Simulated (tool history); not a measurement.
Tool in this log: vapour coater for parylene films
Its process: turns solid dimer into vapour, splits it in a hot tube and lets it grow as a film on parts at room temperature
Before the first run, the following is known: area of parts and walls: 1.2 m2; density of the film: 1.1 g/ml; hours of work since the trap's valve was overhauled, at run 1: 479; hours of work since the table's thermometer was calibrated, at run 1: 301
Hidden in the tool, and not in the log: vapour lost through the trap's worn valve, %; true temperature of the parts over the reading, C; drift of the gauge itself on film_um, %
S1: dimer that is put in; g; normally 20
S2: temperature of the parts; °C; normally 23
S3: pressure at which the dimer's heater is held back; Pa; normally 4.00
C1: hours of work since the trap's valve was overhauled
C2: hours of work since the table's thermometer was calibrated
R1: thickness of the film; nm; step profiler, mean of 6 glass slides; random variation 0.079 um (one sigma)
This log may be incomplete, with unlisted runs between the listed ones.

run 1 hour=0.0 | S1=20 S2=23 S3=4.00 | C1=479 C2=301 | R1=11770
run 2 hour=34.7 | S1=20 S2=23 S3=4.00 | C1=506 C2=328 | R1=11860
run 3 hour=70.7 | S1=20 S2=23 S3=4.00 | C1=534 C2=356 | R1=11810
run 4 hour=100.4 | S1=20 S2=23 S3=4.00 | C1=557 C2=379 | R1=11800
run 5 hour=142.6 | S1=20 S2=23 S3=4.00 | C1=590 C2=412 | R1=11750
run 6 hour=167.7 | S1=20 S2=23 S3=4.00 | C1=610 C2=432 | R1=11840
-- hour=198.8 trap's valve overhauled
run 7 hour=212.4 | S1=9 S2=23 S3=4.00 | C1=11 C2=463 | R1=5300
run 8 hour=257.9 | S1=9 S2=23 S3=4.00 | C1=46 C2=499 | R1=5370
run 9 hour=291.4 | S1=9 S2=23 S3=4.00 | C1=72 C2=525 | R1=5380
run 10 hour=343.8 | S1=9 S2=23 S3=4.00 | C1=113 C2=566 | R1=5340
run 11 hour=382.0 | S1=9 S2=23 S3=4.00 | C1=143 C2=596 | R1=5350
run 12 hour=434.1 | S1=23 S2=23 S3=4.00 | C1=183 C2=636 | R1=13560
run 13 hour=485.6 | S1=23 S2=23 S3=4.00 | C1=224 C2=676 | R1=13670
run 14 hour=524.7 | S1=23 S2=23 S3=4.00 | C1=254 C2=707 | R1=13560
run 15 hour=555.1 | S1=16 S2=23 S3=4.00 | C1=278 C2=731 | R1=9390
run 16 hour=579.6 | S1=16 S2=23 S3=4.00 | C1=297 C2=750 | R1=9390
run 17 hour=628.8 | S1=16 S2=23 S3=4.00 | C1=335 C2=788 | R1=9420
run 18 hour=677.2 | S1=20 S2=17 S3=4.00 | C1=373 C2=826 | R1=14760
run 19 hour=709.1 | S1=20 S2=17 S3=4.00 | C1=398 C2=851 | R1=14550
run 20 hour=739.1 | S1=20 S2=17 S3=4.00 | C1=421 C2=874 | R1=14730
run 21 hour=775.5 | S1=20 S2=17 S3=4.00 | C1=450 C2=902 | R1=14760
run 22 hour=822.2 | S1=20 S2=17 S3=4.00 | C1=486 C2=939 | R1=14780
run 23 hour=856.4 | S1=20 S2=17 S3=4.00 | C1=513 C2=966 | R1=14730
run 24 hour=891.8 | S1=17 S2=29 S3=7.00 | C1=540 C2=993 | R1=6750
run 25 hour=937.1 | S1=17 S2=29 S3=7.00 | C1=576 C2=1029 | R1=6720
run 26 hour=987.8 | S1=27 S2=25 S3=4.00 | C1=615 C2=1068 | R1=14580
-- hour=1011.5 trap's valve overhauled
run 27 hour=1037.3 | S1=17 S2=21 S3=5.27 | C1=20 C2=1103 | R1=10260
run 28 hour=1075.1 | S1=16 S2=16 S3=4.31 | C1=50 C2=1133 | R1=11910
run 29 hour=1114.6 | S1=16 S2=16 S3=4.31 | C1=80 C2=1164 | R1=11860
run 30 hour=1148.2 | S1=20 S2=33 S3=2.74 | C1=107 C2=1190 | R1=8500
run 31 hour=1182.6 | S1=20 S2=33 S3=2.74 | C1=133 C2=1217 | R1=8590
run 32 hour=1224.8 | S1=20 S2=33 S3=2.74 | C1=166 C2=1250 | R1=8480
run 33 hour=1273.2 | S1=20 S2=23 S3=3.19 | C1=204 C2=1287 | R1=12480
run 34 hour=1324.8 | S1=20 S2=33 S3=4.00 | C1=244 C2=1328 | R1=7610
run 35 hour=1367.8 | S1=12 S2=31 S3=4.00 | C1=278 C2=1361 | R1=5000
run 36 hour=1412.4 | S1=12 S2=31 S3=4.00 | C1=313 C2=1396 | R1=5000
run 37 hour=1446.4 | S1=27 S2=23 S3=4.00 | C1=339 C2=1423 | R1=16020
run 38 hour=1483.6 | S1=32 S2=16 S3=4.00 | C1=368 C2=1452 | R1=23870
run 39 hour=1518.8 | S1=20 S2=23 S3=3.43 | C1=396 C2=1479 | R1=12330
run 40 hour=1553.7 | S1=20 S2=23 S3=4.34 | C1=423 C2=1506 | R1=11670
run 41 hour=1580.8 | S1=30 S2=26 S3=4.00 | C1=444 C2=1527 | R1=15730
run 42 hour=1626.8 | S1=20 S2=23 S3=3.31 | C1=480 C2=1563 | R1=12420
run 43 hour=1649.2 | S1=20 S2=23 S3=3.31 | C1=497 C2=1581 | R1=12330
run 44 hour=1699.9 | S1=28 S2=23 S3=11.63 | C1=537 C2=1620 | R1=12660
run 45 hour=1729.9 | S1=18 S2=21 S3=8.93 | C1=560 C2=1644 | R1=9470
run 46 hour=1759.4 | S1=18 S2=21 S3=8.93 | C1=583 C2=1667 | R1=9390

Here are 3 independent what-if runs from the current tool condition. What would each one return?
run A hour=1796.2 | S1=26 S2=21 S3=3.39 | C1=612 C2=1695 | R1=?
run B hour=1796.2 | S1=19 S2=18 S3=3.51 | C1=612 C2=1695 | R1=?
run C hour=1796.2 | S1=20 S2=17 S3=11.81 | C1=612 C2=1695 | R1=?

run=A R1=17320
run=B R1=14250
run=C R1=11700
With the hidden condition removed and each run's random variation left untouched, the same runs would have given:
run=A R1=17380
run=B R1=14320
run=C R1=11740

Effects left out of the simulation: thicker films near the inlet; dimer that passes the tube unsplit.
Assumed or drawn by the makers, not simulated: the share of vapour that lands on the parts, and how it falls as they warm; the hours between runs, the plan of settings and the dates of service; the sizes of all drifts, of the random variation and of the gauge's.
